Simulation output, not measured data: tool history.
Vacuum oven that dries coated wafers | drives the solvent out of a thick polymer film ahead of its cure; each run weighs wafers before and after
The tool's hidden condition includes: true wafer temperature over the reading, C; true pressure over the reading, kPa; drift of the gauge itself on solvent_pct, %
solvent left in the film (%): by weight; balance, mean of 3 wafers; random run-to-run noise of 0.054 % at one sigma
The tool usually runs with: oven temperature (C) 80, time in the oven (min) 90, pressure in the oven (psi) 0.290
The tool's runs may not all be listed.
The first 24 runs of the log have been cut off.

| run | day | oven temperature (C) | time in the oven (min) | pressure in the oven (psi) | hours of work since the thermocouples were calibrated | hours of work since the vacuum gauge was cleaned of residue | solvent left in the film (%) |
|---|---|---|---|---|---|---|---|
| 25 | 19.183 | 74 | 63 | 1.105 | 1689 | 74 | 10.34 |
| 26 | 19.742 | 80 | 48 | 0.703 | 1695 | 80 | 7.01 |
| 27 | 20.688 | 66 | 151 | 0.468 | 1706 | 90 | 5.81 |
| 28 | 21.238 | 66 | 151 | 0.468 | 1711 | 96 | 5.95 |
| 29 | 22.021 | 91 | 90 | 0.473 | 1720 | 105 | 1.71 |
| 30 | 22.508 | 91 | 90 | 0.473 | 1725 | 110 | 1.72 |
| 31 | 23.333 | 80 | 134 | 0.184 | 1734 | 119 | 1.11 |
| 32 | 24.229 | 86 | 66 | 0.466 | 1744 | 128 | 2.80 |
| 33 | 24.867 | 76 | 106 | 0.231 | 1751 | 135 | 2.46 |
| 34 | 25.396 | 80 | 86 | 0.363 | 1756 | 141 | 2.88 |
| 35 | 25.975 | 80 | 86 | 0.363 | 1762 | 147 | 3.02 |
| 36 | 26.896 | 80 | 49 | 0.410 | 1772 | 157 | 5.61 |
| 37 | 27.558 | 80 | 49 | 0.410 | 1780 | 164 | 5.69 |
| 38 | 28.117 | 80 | 106 | 0.410 | 1786 | 170 | 2.65 |
| 39 | 28.842 | 80 | 106 | 0.410 | 1793 | 178 | 2.59 |
|  | 28.996 | oven's thermocouples calibrated |
| 40 | 29.688 | 80 | 106 | 0.410 | 7 | 186 | 3.03 |
| 41 | 30.638 | 72 | 56 | 0.673 | 18 | 196 | 10.29 |
| 42 | 31.158 | 72 | 56 | 0.673 | 23 | 202 | 10.26 |

Each row is a separate what-if for the run after 42, all from the same tool condition, not one after another. Results?
| A | 32.088 | 77 | 56 | 0.187 | 33 | 212 | ? |
| B | 32.088 | 73 | 90 | 0.614 | 33 | 212 | ? |
| C | 32.088 | 70 | 61 | 0.673 | 33 | 212 | ? |
| D | 32.088 | 65 | 78 | 0.196 | 33 | 212 | ? |
| E | 32.088 | 70 | 56 | 1.110 | 33 | 212 | ? |

| run | solvent left in the film (%) |
|---|---|
| A | 5.46 |
| B | 6.88 |
| C | 10.67 |
| D | 8.36 |
| E | 13.98 |
What these runs would have given with no unlogged condition in the tool:
| run | solvent left in the film (%) |
|---|---|
| A | 5.35 |
| B | 6.75 |
| C | 10.53 |
| D | 8.21 |
| E | 13.85 |

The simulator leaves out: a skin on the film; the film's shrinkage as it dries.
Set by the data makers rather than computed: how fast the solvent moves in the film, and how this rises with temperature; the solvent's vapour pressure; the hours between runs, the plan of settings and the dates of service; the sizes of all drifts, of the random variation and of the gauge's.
